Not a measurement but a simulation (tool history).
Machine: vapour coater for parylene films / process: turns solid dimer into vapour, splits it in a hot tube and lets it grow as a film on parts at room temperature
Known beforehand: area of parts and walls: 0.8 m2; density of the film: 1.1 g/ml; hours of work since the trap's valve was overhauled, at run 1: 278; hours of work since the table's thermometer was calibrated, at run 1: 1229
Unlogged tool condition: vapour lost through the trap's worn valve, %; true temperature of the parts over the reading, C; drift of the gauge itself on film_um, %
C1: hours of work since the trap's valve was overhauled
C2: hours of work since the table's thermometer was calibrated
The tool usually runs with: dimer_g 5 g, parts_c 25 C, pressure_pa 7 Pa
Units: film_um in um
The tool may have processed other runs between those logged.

{"run": 1, "hour": 0.0, "dimer_g": 5, "parts_c": 25, "pressure_pa": 7, "C1": 278, "C2": 1229, "film_um": 3.07}
{"run": 2, "hour": 41.1, "dimer_g": 5, "parts_c": 26, "pressure_pa": 7, "C1": 314, "C2": 1265, "film_um": 2.91}
{"run": 3, "hour": 60.7, "dimer_g": 5, "parts_c": 26, "pressure_pa": 7, "C1": 331, "C2": 1282, "film_um": 2.86}
{"hour": 77.8, "done": "trap's valve overhauled"}
{"run": 4, "hour": 91.6, "dimer_g": 5, "parts_c": 26, "pressure_pa": 7, "C1": 12, "C2": 1305, "film_um": 3.24}
{"run": 5, "hour": 129.8, "dimer_g": 5, "parts_c": 26, "pressure_pa": 7, "C1": 46, "C2": 1339, "film_um": 3.2}
{"run": 6, "hour": 153.4, "dimer_g": 5, "parts_c": 26, "pressure_pa": 7, "C1": 66, "C2": 1359, "film_um": 3.17}
{"run": 7, "hour": 173.4, "dimer_g": 5, "parts_c": 26, "pressure_pa": 7, "C1": 84, "C2": 1377, "film_um": 3.13}
{"run": 8, "hour": 207.7, "dimer_g": 5, "parts_c": 25, "pressure_pa": 7, "C1": 114, "C2": 1407, "film_um": 3.27}
{"run": 9, "hour": 239.4, "dimer_g": 5, "parts_c": 25, "pressure_pa": 7, "C1": 141, "C2": 1434, "film_um": 3.23}
{"run": 10, "hour": 265.1, "dimer_g": 5, "parts_c": 25, "pressure_pa": 7, "C1": 164, "C2": 1457, "film_um": 3.21}
{"run": 11, "hour": 300.4, "dimer_g": 5, "parts_c": 19, "pressure_pa": 7, "C1": 195, "C2": 1488, "film_um": 4.1}
{"run": 12, "hour": 342.8, "dimer_g": 5, "parts_c": 25, "pressure_pa": 7, "C1": 232, "C2": 1525, "film_um": 3.1}
{"run": 13, "hour": 384.8, "dimer_g": 3, "parts_c": 24, "pressure_pa": 6.45, "C1": 268, "C2": 1562, "film_um": 1.98}
{"run": 14, "hour": 428.0, "dimer_g": 3, "parts_c": 24, "pressure_pa": 6.45, "C1": 306, "C2": 1599, "film_um": 1.89}
{"run": 15, "hour": 448.6, "dimer_g": 3, "parts_c": 20, "pressure_pa": 8.01, "C1": 324, "C2": 1617, "film_um": 2.22}
{"hour": 475.2, "done": "trap's valve overhauled"}
{"run": 16, "hour": 479.3, "dimer_g": 3, "parts_c": 20, "pressure_pa": 9.31, "C1": 4, "C2": 1641, "film_um": 2.49}
{"hour": 483.3, "done": "table's thermometer calibrated"}
{"run": 17, "hour": 514.0, "dimer_g": 4, "parts_c": 35, "pressure_pa": 3.26, "C1": 33, "C2": 27, "film_um": 1.81}
{"run": 18, "hour": 546.7, "dimer_g": 4, "parts_c": 35, "pressure_pa": 3.26, "C1": 62, "C2": 55, "film_um": 1.8}
{"run": 19, "hour": 571.3, "dimer_g": 3, "parts_c": 28, "pressure_pa": 7, "C1": 83, "C2": 77, "film_um": 1.71}
{"run": 20, "hour": 609.2, "dimer_g": 3, "parts_c": 28, "pressure_pa": 7, "C1": 116, "C2": 110, "film_um": 1.74}
{"run": 21, "hour": 641.8, "dimer_g": 5, "parts_c": 28, "pressure_pa": 2.93, "C1": 145, "C2": 139, "film_um": 3.05}
{"hour": 646.7, "done": "table's thermometer calibrated, once more"}
{"run": 22, "hour": 685.2, "dimer_g": 5, "parts_c": 25, "pressure_pa": 2.11, "C1": 182, "C2": 34, "film_um": 3.34}
{"run": 23, "hour": 710.8, "dimer_g": 4, "parts_c": 24, "pressure_pa": 9.22, "C1": 204, "C2": 56, "film_um": 2.5}

How the hidden state differs across the entries between the runs, from the last listed run before each to the first after it:
In the gap between runs 3 and 4: trap's valve overhauled (hour 77.8)
  vapour lost through the trap's worn valve, %: 11.5 -> 1.1
  measured value less the no-hidden-state value, film_um: -0.3 -> +0.04 um
In the gap between runs 15 and 16: trap's valve overhauled (hour 475.2)
  vapour lost through the trap's worn valve, %: 11.7 -> 0.7; true temperature of the parts over the reading, C: -0.57 -> -0.58
  measured value less the no-hidden-state value, film_um: -0.23 -> +0.05 um
In the gap between runs 16 and 17: table's thermometer calibrated (hour 483.3)
  vapour lost through the trap's worn valve, %: 0.7 -> 1.8; true temperature of the parts over the reading, C: -0.58 -> -0.85
  measured value less the no-hidden-state value, film_um: +0.05 -> +0.04 um
In the gap between runs 21 and 22: table's thermometer calibrated, once more (hour 646.7)
  vapour lost through the trap's worn valve, %: 5.6 -> 6.9; true temperature of the parts over the reading, C: -0.88 -> 0.03
  measured value less the no-hidden-state value, film_um: -0.05 -> -0.26 um

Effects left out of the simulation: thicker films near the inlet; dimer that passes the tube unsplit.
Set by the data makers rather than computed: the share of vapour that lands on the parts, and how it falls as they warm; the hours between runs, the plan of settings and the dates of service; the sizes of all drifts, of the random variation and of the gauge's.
